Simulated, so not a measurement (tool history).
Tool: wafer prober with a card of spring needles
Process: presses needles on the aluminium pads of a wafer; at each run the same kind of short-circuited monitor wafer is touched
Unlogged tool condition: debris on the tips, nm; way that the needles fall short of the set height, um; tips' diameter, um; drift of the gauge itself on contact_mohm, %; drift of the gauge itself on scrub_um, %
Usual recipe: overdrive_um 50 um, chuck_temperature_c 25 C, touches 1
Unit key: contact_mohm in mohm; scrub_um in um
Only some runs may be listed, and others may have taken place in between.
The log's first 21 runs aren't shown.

run   hour  overdrive_um  chuck_temperature_c  touches  touches since the tips were cleaned  cleanings since the card got new needles  touches since the first contact's height was set  contact_mohm  scrub_um
     153.6  -- tips cleaned on abrasive film
 22  154.3            54                   92        1                                  361                                        43                                            127433           134     13.44
 23  158.6            54                   92        1                                 2672                                        43                                            129744           161     13.44
     165.5  -- tips cleaned on abrasive film
 24  166.5            59                   31        2                                  501                                        44                                            133871           123     14.76
 25  174.7            50                  104        1                                 4849                                        44                                            138219           187      12.4
     177.3  -- tips cleaned on abrasive film
 26    181            50                  104        1                                 1989                                        45                                            141538           164     12.36
       189  -- tips cleaned on abrasive film
 27  190.9            50                   25        1                                  983                                        46                                            146722           136     12.38
 28  195.6            50                   28        2                                 3461                                        46                                            149200           150     12.39
     200.5  -- tips cleaned on abrasive film
 29  203.2            50                   41        1                                 1440                                        47                                            153215           145     12.32
 30  207.9            32                   29        3                                 3895                                        47                                            155670           174      7.77
     211.9  -- tips cleaned on abrasive film
 31  212.4            41                   27        1                                  262                                        48                                            158038           133        10
     216.8  -- height of the first contact set anew
 32  219.7            50                   41        1                                 3961                                        48                                              1534           173     12.85
     223.7  -- tips cleaned on abrasive film
 33  226.5            50                   41        1                                 1459                                        49                                              5065           149     12.75

Forecast each of these 5 alternatives for the next run:
  A  232.2            38                  106        3                                 4494                                        49                                              8100             ?         ?
  B  232.2            31                   60        3                                 4494                                        49                                              8100             ?         ?
  C  232.2            32                   25        2                                 4494                                        49                                              8100             ?         ?
  D  232.2            54                   49        2                                 4494                                        49                                              8100             ?         ?
  E  232.2            50                   41        1                                 4494                                        49                                              8100             ?         ?

run  contact_mohm  scrub_um
  A           163      9.69
  B           178      7.93
  C           208      8.18
  D           150     13.78
  E           181     12.84
Without the tool's unlogged condition, the same runs would have read:
run  contact_mohm  scrub_um
  A           129      9.71
  B           126      7.95
  C           122       8.2
  D           116      13.8
  E           118     12.86
